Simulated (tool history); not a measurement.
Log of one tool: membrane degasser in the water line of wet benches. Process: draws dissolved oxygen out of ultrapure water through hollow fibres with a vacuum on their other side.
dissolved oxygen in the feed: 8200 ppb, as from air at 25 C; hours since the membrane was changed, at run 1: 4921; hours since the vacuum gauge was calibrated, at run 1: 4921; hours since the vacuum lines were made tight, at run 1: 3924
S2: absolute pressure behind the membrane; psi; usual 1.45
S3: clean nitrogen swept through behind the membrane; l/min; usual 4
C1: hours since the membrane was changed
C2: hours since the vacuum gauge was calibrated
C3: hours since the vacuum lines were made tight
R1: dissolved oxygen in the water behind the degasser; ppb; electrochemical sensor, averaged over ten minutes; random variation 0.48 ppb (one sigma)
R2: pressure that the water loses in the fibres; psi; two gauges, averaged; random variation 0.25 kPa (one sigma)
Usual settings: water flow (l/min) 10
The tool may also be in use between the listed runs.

{"run": 1, "hour": 0.0, "water flow (l/min)": 10, "S2": 1.45, "S3": 4, "C1": 4921, "C2": 4921, "C3": 3924, "R1": 46.7, "R2": 9.584}
{"run": 2, "hour": 135.6, "water flow (l/min)": 10, "S2": 1.45, "S3": 4, "C1": 5057, "C2": 5057, "C3": 4059, "R1": 46.5, "R2": 9.62}
{"run": 3, "hour": 224.7, "water flow (l/min)": 10, "S2": 1.45, "S3": 4, "C1": 5146, "C2": 5146, "C3": 4149, "R1": 45.8, "R2": 9.581}
{"run": 4, "hour": 400.1, "water flow (l/min)": 12, "S2": 1.45, "S3": 4, "C1": 5322, "C2": 5322, "C3": 4324, "R1": 60.8, "R2": 11.493}
{"run": 5, "hour": 490.1, "water flow (l/min)": 12, "S2": 1.45, "S3": 4, "C1": 5412, "C2": 5412, "C3": 4414, "R1": 61.6, "R2": 11.425}
{"run": 6, "hour": 632.8, "water flow (l/min)": 15, "S2": 1.45, "S3": 4, "C1": 5554, "C2": 5554, "C3": 4557, "R1": 101, "R2": 14.334}
{"run": 7, "hour": 754.6, "water flow (l/min)": 15, "S2": 1.45, "S3": 4, "C1": 5676, "C2": 5676, "C3": 4678, "R1": 101.5, "R2": 14.336}
{"run": 8, "hour": 916.8, "water flow (l/min)": 9, "S2": 1.45, "S3": 4, "C1": 5838, "C2": 5838, "C3": 4841, "R1": 40.5, "R2": 8.537}
{"run": 9, "hour": 1057.4, "water flow (l/min)": 9, "S2": 1.45, "S3": 2.6, "C1": 5979, "C2": 5979, "C3": 4981, "R1": 59.8, "R2": 8.502}
{"run": 10, "hour": 1139.2, "water flow (l/min)": 10, "S2": 1.45, "S3": 4, "C1": 6061, "C2": 6061, "C3": 5063, "R1": 47.3, "R2": 9.523}
{"run": 11, "hour": 1284.4, "water flow (l/min)": 10, "S2": 1.45, "S3": 4, "C1": 6206, "C2": 6206, "C3": 5208, "R1": 45.8, "R2": 9.491}
{"run": 12, "hour": 1424.9, "water flow (l/min)": 15, "S2": 1.45, "S3": 3.33, "C1": 6346, "C2": 6346, "C3": 5349, "R1": 112.1, "R2": 14.199}
{"run": 13, "hour": 1562.5, "water flow (l/min)": 15, "S2": 1.45, "S3": 9.82, "C1": 6484, "C2": 6484, "C3": 5486, "R1": 65.8, "R2": 14.233}
{"run": 14, "hour": 1688.8, "water flow (l/min)": 6, "S2": 1.78, "S3": 1.92, "C1": 6610, "C2": 6610, "C3": 5613, "R1": 70.7, "R2": 5.697}
{"run": 15, "hour": 1775.1, "water flow (l/min)": 12, "S2": 1.71, "S3": 7.28, "C1": 6697, "C2": 6697, "C3": 5699, "R1": 46.9, "R2": 11.293}
{"run": 16, "hour": 1854.9, "water flow (l/min)": 9, "S2": 1.84, "S3": 4, "C1": 6776, "C2": 6776, "C3": 5779, "R1": 55, "R2": 8.524}
{"hour": 1899.2, "done": "vacuum gauge calibrated"}
{"run": 17, "hour": 1964.9, "water flow (l/min)": 13, "S2": 1.45, "S3": 2.23, "C1": 6886, "C2": 66, "C3": 5888, "R1": 114.2, "R2": 12.353}
{"run": 18, "hour": 2041.4, "water flow (l/min)": 15, "S2": 1.45, "S3": 4, "C1": 6962, "C2": 142, "C3": 5965, "R1": 101.8, "R2": 14.19}
{"run": 19, "hour": 2147.2, "water flow (l/min)": 6, "S2": 1.91, "S3": 3.27, "C1": 7068, "C2": 248, "C3": 6071, "R1": 45.7, "R2": 5.643}

How the hidden state differs across the entries between the runs, from the last listed run before each to the first after it:
Between runs 16 and 17: vacuum gauge calibrated (hour 1899.2)
  drift of the gauge itself on loss_of_pressure_kpa, %: -1 -> -1.06
  measured less the result without the state, R2: -0.081 -> -0.126 psi
